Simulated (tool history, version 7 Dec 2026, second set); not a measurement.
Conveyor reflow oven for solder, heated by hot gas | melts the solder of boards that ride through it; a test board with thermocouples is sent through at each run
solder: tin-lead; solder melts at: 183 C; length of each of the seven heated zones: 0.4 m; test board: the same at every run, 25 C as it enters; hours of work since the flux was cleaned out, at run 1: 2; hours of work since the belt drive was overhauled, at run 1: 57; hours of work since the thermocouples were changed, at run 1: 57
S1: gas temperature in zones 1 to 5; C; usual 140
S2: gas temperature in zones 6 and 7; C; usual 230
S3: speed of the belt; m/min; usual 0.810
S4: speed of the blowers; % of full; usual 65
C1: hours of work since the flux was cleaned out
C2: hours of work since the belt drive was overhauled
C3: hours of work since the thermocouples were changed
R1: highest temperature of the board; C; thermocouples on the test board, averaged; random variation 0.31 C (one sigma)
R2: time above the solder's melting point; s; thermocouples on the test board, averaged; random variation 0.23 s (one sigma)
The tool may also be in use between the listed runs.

{"run": 1, "hour": 0.0, "S1": 140, "S2": 230, "S3": 0.81, "S4": 65, "C1": 2, "C2": 57, "C3": 57, "R1": 213.9, "R2": 43.5}
{"run": 2, "hour": 13.6, "S1": 140, "S2": 230, "S3": 0.81, "S4": 65, "C1": 11, "C2": 66, "C3": 66, "R1": 214.7, "R2": 43.5}
{"run": 3, "hour": 20.9, "S1": 130, "S2": 230, "S3": 0.81, "S4": 65, "C1": 16, "C2": 71, "C3": 71, "R1": 213.1, "R2": 39.7}
{"run": 4, "hour": 29.1, "S1": 130, "S2": 230, "S3": 0.81, "S4": 65, "C1": 22, "C2": 77, "C3": 77, "R1": 212.8, "R2": 39.6}
{"run": 5, "hour": 36.5, "S1": 140, "S2": 224, "S3": 0.81, "S4": 65, "C1": 27, "C2": 82, "C3": 82, "R1": 208.8, "R2": 39.9}
{"run": 6, "hour": 46.2, "S1": 140, "S2": 224, "S3": 0.81, "S4": 65, "C1": 34, "C2": 89, "C3": 89, "R1": 208.9, "R2": 39.9}
{"run": 7, "hour": 60.8, "S1": 140, "S2": 224, "S3": 0.81, "S4": 65, "C1": 43, "C2": 98, "C3": 98, "R1": 209.6, "R2": 39.5}
{"run": 8, "hour": 67.3, "S1": 140, "S2": 230, "S3": 0.81, "S4": 51, "C1": 48, "C2": 103, "C3": 103, "R1": 210.7, "R2": 40.3}
{"run": 9, "hour": 78.9, "S1": 140, "S2": 230, "S3": 0.81, "S4": 76, "C1": 56, "C2": 111, "C3": 111, "R1": 216.0, "R2": 45.1}
{"run": 10, "hour": 91.1, "S1": 140, "S2": 230, "S3": 0.81, "S4": 65, "C1": 64, "C2": 119, "C3": 119, "R1": 213.8, "R2": 43.0}
{"run": 11, "hour": 98.3, "S1": 140, "S2": 230, "S3": 0.81, "S4": 65, "C1": 69, "C2": 124, "C3": 124, "R1": 214.1, "R2": 42.4}
{"run": 12, "hour": 110.1, "S1": 140, "S2": 230, "S3": 0.81, "S4": 65, "C1": 77, "C2": 132, "C3": 132, "R1": 214.3, "R2": 42.6}
{"run": 13, "hour": 122.5, "S1": 140, "S2": 230, "S3": 0.81, "S4": 65, "C1": 85, "C2": 140, "C3": 140, "R1": 213.6, "R2": 42.9}
{"run": 14, "hour": 135.3, "S1": 140, "S2": 230, "S3": 0.81, "S4": 63, "C1": 94, "C2": 149, "C3": 149, "R1": 213.6, "R2": 42.6}
{"run": 15, "hour": 142.7, "S1": 140, "S2": 230, "S3": 0.81, "S4": 63, "C1": 99, "C2": 154, "C3": 154, "R1": 213.7, "R2": 42.6}
{"run": 16, "hour": 156.2, "S1": 140, "S2": 230, "S3": 0.81, "S4": 63, "C1": 108, "C2": 163, "C3": 163, "R1": 212.7, "R2": 42.7}
{"run": 17, "hour": 163.1, "S1": 140, "S2": 230, "S3": 0.81, "S4": 56, "C1": 113, "C2": 168, "C3": 168, "R1": 211.9, "R2": 41.2}
{"run": 18, "hour": 170.3, "S1": 134, "S2": 223, "S3": 0.764, "S4": 67, "C1": 117, "C2": 172, "C3": 172, "R1": 208.6, "R2": 40.1}
{"run": 19, "hour": 181.5, "S1": 134, "S2": 223, "S3": 0.764, "S4": 67, "C1": 125, "C2": 180, "C3": 180, "R1": 208.1, "R2": 40.5}
{"run": 20, "hour": 190.5, "S1": 134, "S2": 223, "S3": 0.764, "S4": 67, "C1": 131, "C2": 186, "C3": 186, "R1": 207.9, "R2": 40.1}
{"run": 21, "hour": 200.2, "S1": 140, "S2": 230, "S3": 0.894, "S4": 78, "C1": 138, "C2": 193, "C3": 193, "R1": 212.2, "R2": 37.7}
{"run": 22, "hour": 210.2, "S1": 154, "S2": 223, "S3": 0.678, "S4": 65, "C1": 144, "C2": 199, "C3": 199, "R1": 213.1, "R2": 58.0}
{"run": 23, "hour": 218.7, "S1": 147, "S2": 223, "S3": 0.678, "S4": 61, "C1": 150, "C2": 205, "C3": 205, "R1": 212.4, "R2": 53.9}
{"run": 24, "hour": 233.3, "S1": 147, "S2": 223, "S3": 0.678, "S4": 61, "C1": 160, "C2": 215, "C3": 215, "R1": 211.5, "R2": 53.4}
{"run": 25, "hour": 245.2, "S1": 147, "S2": 223, "S3": 0.678, "S4": 61, "C1": 168, "C2": 223, "C3": 223, "R1": 211.5, "R2": 53.5}
{"run": 26, "hour": 252.4, "S1": 147, "S2": 226, "S3": 0.728, "S4": 61, "C1": 173, "C2": 228, "C3": 228, "R1": 213.1, "R2": 50.0}
{"run": 27, "hour": 263.2, "S1": 147, "S2": 226, "S3": 0.728, "S4": 61, "C1": 180, "C2": 235, "C3": 235, "R1": 212.3, "R2": 49.5}
{"run": 28, "hour": 273.6, "S1": 147, "S2": 240, "S3": 0.771, "S4": 61, "C1": 187, "C2": 242, "C3": 242, "R1": 223.3, "R2": 52.7}
{"run": 29, "hour": 287.5, "S1": 133, "S2": 236, "S3": 0.683, "S4": 60, "C1": 197, "C2": 252, "C3": 252, "R1": 220.5, "R2": 54.0}
{"run": 30, "hour": 300.7, "S1": 151, "S2": 230, "S3": 0.699, "S4": 72, "C1": 206, "C2": 261, "C3": 261, "R1": 219.0, "R2": 57.8}

Forecast each of these 5 alternatives for the next run:
{"run": "A", "hour": 309.5, "S1": 151, "S2": 230, "S3": 0.675, "S4": 72, "C1": 212, "C2": 267, "C3": 267, "R1": "?", "R2": "?"}
{"run": "B", "hour": 309.5, "S1": 126, "S2": 237, "S3": 0.81, "S4": 65, "C1": 212, "C2": 267, "C3": 267, "R1": "?", "R2": "?"}
{"run": "C", "hour": 309.5, "S1": 140, "S2": 230, "S3": 0.81, "S4": 70, "C1": 212, "C2": 267, "C3": 267, "R1": "?", "R2": "?"}
{"run": "D", "hour": 309.5, "S1": 151, "S2": 227, "S3": 0.699, "S4": 72, "C1": 212, "C2": 267, "C3": 267, "R1": "?", "R2": "?"}
{"run": "E", "hour": 309.5, "S1": 151, "S2": 229, "S3": 0.771, "S4": 86, "C1": 212, "C2": 267, "C3": 267, "R1": "?", "R2": "?"}

run=A R1=219.4 R2=60.5
run=B R1=215.7 R2=39.9
run=C R1=212.9 R2=42.6
run=D R1=216.3 R2=56.3
run=E R1=216.9 R2=52.2
Without the tool's hidden state the same runs would have given:
run=A R1=221.8 R2=61.7
run=B R1=218.9 R2=42.0
run=C R1=215.8 R2=44.6
run=D R1=218.7 R2=57.7
run=E R1=219.5 R2=53.5
